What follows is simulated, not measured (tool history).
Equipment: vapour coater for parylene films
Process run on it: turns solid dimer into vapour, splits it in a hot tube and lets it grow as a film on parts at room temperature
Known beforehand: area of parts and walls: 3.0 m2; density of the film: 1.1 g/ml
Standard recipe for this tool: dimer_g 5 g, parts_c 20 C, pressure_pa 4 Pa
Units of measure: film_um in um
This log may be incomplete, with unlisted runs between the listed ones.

Run 1, day 0: usual settings. Result: film_um 1.009 um.
Run 2, day 0.462: usual settings. Result: film_um 1.011 um.
Run 3, day 0.812: usual settings. Result: film_um 1.011 um.
Run 4, day 1.229: usual settings. Result: film_um 1.01 um.
Run 5, day 1.908: usual settings. Result: film_um 1.013 um.
Run 6, day 2.596: usual settings. Result: film_um 1.013 um.
Run 7, day 3.192: usual settings. Result: film_um 1.011 um.
Run 8, day 3.546: usual settings but pressure_pa 5.54 Pa. Result: film_um 0.995 um.
Run 9, day 4.346: usual settings but pressure_pa 9.89 Pa. Result: film_um 0.96 um.
Run 10, day 4.962: usual settings. Result: film_um 1.017 um.
Run 11, day 5.708: usual settings. Result: film_um 1.015 um.
Run 12, day 6.554: usual settings. Result: film_um 1.017 um.
Run 13, day 6.912: usual settings. Result: film_um 1.017 um.
Run 14, day 7.754: usual settings. Result: film_um 1.02 um.
Run 15, day 8.442: usual settings. Result: film_um 1.02 um.
Run 16, day 9.092: usual settings. Result: film_um 1.021 um.
Run 17, day 9.75: usual settings. Result: film_um 1.022 um.
Run 18, day 10.233: usual settings. Result: film_um 1.018 um.
Run 19, day 11.067: usual settings. Result: film_um 1.024 um.
Run 20, day 11.712: usual settings. Result: film_um 1.026 um.
Run 21, day 12.321: usual settings but pressure_pa 4.41 Pa. Result: film_um 1.021 um.
Run 22, day 12.85: usual settings but dimer_g 3 g, parts_c 32 C. Result: film_um 0.432 um.
Run 23, day 13.404: usual settings but dimer_g 4 g, parts_c 30 C, pressure_pa 2.73 Pa. Result: film_um 0.629 um.
Run 24, day 13.75: usual settings but parts_c 26 C, pressure_pa 3.97 Pa. Result: film_um 0.864 um.
Run 25, day 14.292: usual settings but dimer_g 3 g, parts_c 12 C, pressure_pa 10.8 Pa. Result: film_um 0.728 um.
Run 26, day 14.758: usual settings but dimer_g 3 g, parts_c 12 C, pressure_pa 10.8 Pa. Result: film_um 0.731 um.
Run 27, day 15.346: usual settings but dimer_g 3 g, parts_c 12 C, pressure_pa 10.8 Pa. Result: film_um 0.728 um.
Run 28, day 15.842: usual settings but dimer_g 6 g, parts_c 15 C, pressure_pa 11.82 Pa. Result: film_um 1.331 um.
Run 29, day 16.417: usual settings but dimer_g 8 g, parts_c 19 C, pressure_pa 7.33 Pa. Result: film_um 1.632 um.
Run 30, day 16.971: usual settings but dimer_g 8 g, parts_c 17 C, pressure_pa 11.23 Pa. Result: film_um 1.683 um.
Run 31, day 17.483: usual settings but dimer_g 8 g, parts_c 22 C, pressure_pa 4.81 Pa. Result: film_um 1.541 um.
Run 32, day 18.046: usual settings but dimer_g 8 g, parts_c 13 C, pressure_pa 4.81 Pa. Result: film_um 1.993 um.
Run 33, day 18.542: usual settings but dimer_g 3 g, parts_c 13 C, pressure_pa 4.81 Pa. Result: film_um 0.747 um.
Run 34, day 19.017: usual settings but dimer_g 3 g, parts_c 13 C, pressure_pa 4.81 Pa. Result: film_um 0.75 um.
Run 35, day 19.525: usual settings but dimer_g 4 g, parts_c 28 C. Result: film_um 0.658 um.
At day 20.121: gauge calibrated.
Run 36, day 20.208: usual settings but dimer_g 4 g, parts_c 28 C. Result: film_um 0.642 um.
Run 37, day 20.792: usual settings but pressure_pa 8.39 Pa. Result: film_um 0.965 um.
Run 38, day 21.612: usual settings but pressure_pa 3.38 Pa. Result: film_um 1.02 um.
Run 39, day 22.408: usual settings but dimer_g 6 g, parts_c 12 C, pressure_pa 9.24 Pa. Result: film_um 1.452 um.
Run 40, day 22.904: usual settings but dimer_g 6 g, parts_c 12 C, pressure_pa 9.24 Pa. Result: film_um 1.456 um.

Per-run results on a tool with no hidden state, each run keeping its own random variation:
Hidden state at play: vapour lost through the trap's worn valve, %; true temperature of the parts over the reading, C; drift of the gauge itself on film_um, %.
run  film_um
  1     1.01
  2    1.011
  3    1.011
  4    1.009
  5    1.011
  6     1.01
  7    1.008
  8    0.992
  9    0.957
 10    1.012
 11    1.009
 12     1.01
 13     1.01
 14    1.012
 15    1.011
 16    1.012
 17    1.012
 18    1.007
 19    1.012
 20    1.013
 21    1.007
 22    0.426
 23     0.62
 24    0.851
 25    0.716
 26    0.719
 27    0.716
 28    1.308
 29    1.603
 30    1.652
 31    1.512
 32    1.954
 33    0.732
 34    0.734
 35    0.645
 36    0.643
 37    0.965
 38     1.02
 39     1.45
 40    1.453
